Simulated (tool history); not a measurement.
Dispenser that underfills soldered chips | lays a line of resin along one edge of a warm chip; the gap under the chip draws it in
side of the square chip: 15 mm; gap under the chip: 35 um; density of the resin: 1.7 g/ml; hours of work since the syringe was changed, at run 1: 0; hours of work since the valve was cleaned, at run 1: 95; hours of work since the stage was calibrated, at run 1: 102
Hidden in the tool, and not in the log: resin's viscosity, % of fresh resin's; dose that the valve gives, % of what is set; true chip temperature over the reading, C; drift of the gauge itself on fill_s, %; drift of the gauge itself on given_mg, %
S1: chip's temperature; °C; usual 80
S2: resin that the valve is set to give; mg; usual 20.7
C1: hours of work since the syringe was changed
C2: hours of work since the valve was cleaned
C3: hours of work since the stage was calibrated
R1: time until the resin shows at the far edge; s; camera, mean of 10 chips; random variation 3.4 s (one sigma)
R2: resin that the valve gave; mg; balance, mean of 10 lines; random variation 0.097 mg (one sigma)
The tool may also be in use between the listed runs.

run    day  S1    S2  C1   C2   C3      R1     R2
  1  0.000  80  20.7   0   95  102   348.6  19.93
  2  0.083  80  20.7   1   96  103   371.6  19.79
  3  0.275  80  20.7   4   99  106   431.8  19.86
  4  0.396  80  20.7   6  101  108   478.8  19.98
  5  0.508  80  20.7   8  103  110   530.9  19.78
  6  0.704  80  20.3  11  106  113   620.0  19.29
     0.758  -- new syringe of resin
  7  0.908  80  20.3   2  109  116   390.4  19.24
  8  1.029  80  20.3   4  111  118   442.2  19.31
  9  1.138  80  20.7   6  112  119   477.6  19.81
 10  1.275  80  20.7   8  114  122   540.5  19.72
 11  1.425  69  20.7  10  117  124  1042.6  19.83
     1.529  -- new syringe of resin
 12  1.588  69  20.7   1  119  126   635.9  19.67
 13  1.754  90  26.6   3  122  129   255.5  25.09
 14  1.950  90  26.6   7  125  132   298.1  25.26
 15  2.054  69  23.3   8  126  134   919.0  22.00
 16  2.225  91  18.3  11  129  136   380.0  17.36
     2.296  -- new syringe of resin
 17  2.342  91  18.3   1  131  138   219.2  17.27
 18  2.425  91  26.2   2  132  139   224.6  24.83
 19  2.525  91  26.2   4  134  141   244.9  24.76
 20  2.629  65  21.7   5  135  142   974.1  20.44
 21  2.800  81  25.5   8  138  145   485.6  23.86

Run 22 comes next. What will it give?
 22  2.929  70  21.4  10  140  147   ?   ?

{"run 22": {"R1": 954.3, "R2": 20.07}}
Without the tool's hidden state the same run would have given R1 560.9 s, R2 21.33 mg.
